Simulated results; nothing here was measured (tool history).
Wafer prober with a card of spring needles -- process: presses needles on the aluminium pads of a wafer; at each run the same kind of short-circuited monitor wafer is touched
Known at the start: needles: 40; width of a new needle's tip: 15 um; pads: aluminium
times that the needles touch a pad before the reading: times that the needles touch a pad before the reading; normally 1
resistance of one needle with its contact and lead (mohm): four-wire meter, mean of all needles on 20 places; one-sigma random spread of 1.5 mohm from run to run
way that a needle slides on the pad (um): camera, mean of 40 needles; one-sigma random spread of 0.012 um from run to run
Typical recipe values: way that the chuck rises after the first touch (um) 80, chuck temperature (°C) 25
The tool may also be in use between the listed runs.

| run | hour | way that the chuck rises after the first touch (um) | chuck temperature (°C) | times that the needles touch a pad before the reading | resistance of one needle with its contact and lead (mohm) | way that a needle slides on the pad (um) |
|---|---|---|---|---|---|---|
| 1 | 0 | 80 | 25 | 1 | 242 | 20.08 |
|  | 3.6 | tips cleaned on abrasive film |
|  | 21.2 | tips cleaned on abrasive film |
|  | 35.4 | tips cleaned on abrasive film |
|  | 53.1 | tips cleaned on abrasive film |
|  | 70.9 | tips cleaned on abrasive film |
| 2 | 82.7 | 80 | 25 | 1 | 243 | 19.94 |
|  | 86.4 | tips cleaned on abrasive film |
|  | 100.5 | tips cleaned on abrasive film |
|  | 104.4 | height of the first contact set anew |
|  | 118.6 | tips cleaned on abrasive film |
| 3 | 119.6 | 80 | 25 | 1 | 174 | 20.1 |
|  | 133.8 | tips cleaned on abrasive film |
|  | 151.5 | tips cleaned on abrasive film |
|  | 169.2 | tips cleaned on abrasive film |
|  | 186.9 | tips cleaned on abrasive film |
| 4 | 196.9 | 80 | 25 | 1 | 242 | 19.99 |
|  | 204 | tips cleaned on abrasive film |
|  | 221.8 | tips cleaned on abrasive film |
|  | 236 | height of the first contact set anew |
|  | 239.6 | tips cleaned on abrasive film |
|  | 256.8 | tips cleaned on abrasive film |
| 5 | 256.8 | 80 | 25 | 1 | 145 | 20.08 |
|  | 274.5 | tips cleaned on abrasive film |
|  | 288.7 | tips cleaned on abrasive film |
|  | 306.4 | tips cleaned on abrasive film |
|  | 324.2 | tips cleaned on abrasive film |
| 6 | 329.7 | 80 | 25 | 1 | 219 | 19.95 |
|  | 340.4 | tips cleaned on abrasive film |
|  | 358 | tips cleaned on abrasive film |
|  | 368.9 | height of the first contact set anew |
|  | 376.1 | tips cleaned on abrasive film |
| 7 | 383.7 | 80 | 25 | 1 | 227 | 20.08 |
|  | 390.8 | tips cleaned on abrasive film |
|  | 405 | tips cleaned on abrasive film |
|  | 422.7 | tips cleaned on abrasive film |
| 8 | 430.5 | 80 | 25 | 1 | 241 | 20.02 |
|  | 437.7 | tips cleaned on abrasive film |
|  | 455.4 | tips cleaned on abrasive film |
|  | 473.1 | tips cleaned on abrasive film |
|  | 488.7 | tips cleaned on abrasive film |
| 9 | 488.7 | 80 | 65 | 1 | 156 | 19.91 |
|  | 502.9 | tips cleaned on abrasive film |
|  | 503.2 | height of the first contact set anew |
|  | 517.4 | tips cleaned on abrasive film |
|  | 532.1 | tips cleaned on abrasive film |
| 10 | 532.1 | 80 | 65 | 1 | 157 | 20.07 |
|  | 546.3 | tips cleaned on abrasive film |
|  | 560.5 | tips cleaned on abrasive film |
| 11 | 573.9 | 80 | 65 | 1 | 252 | 20.01 |
|  | 577.5 | tips cleaned on abrasive film |
|  | 591.7 | tips cleaned on abrasive film |
|  | 609.4 | tips cleaned on abrasive film |
| 12 | 611.9 | 80 | 65 | 1 | 200 | 19.92 |
|  | 626.1 | tips cleaned on abrasive film |
|  | 636.9 | height of the first contact set anew |
|  | 640.6 | tips cleaned on abrasive film |
|  | 658.3 | tips cleaned on abrasive film |
|  | 676 | tips cleaned on abrasive film |
| 13 | 678 | 80 | 65 | 1 | 208 | 20.04 |

Run 14, settings as shown, results not yet in. Your forecast:
|  | 692.2 | tips cleaned on abrasive film |
|  | 709.6 | tips cleaned on abrasive film |
| 14 | 720.3 | 95 | 94 | 2 | ? | ? |

{"run 14": {"resistance of one needle with its contact and lead (mohm)": 197, "way that a needle slides on the pad (um)": 23.74}}
Had the tool carried no hidden state, the very same run would have given resistance of one needle with its contact and lead (mohm) 151, way that a needle slides on the pad (um) 23.88.
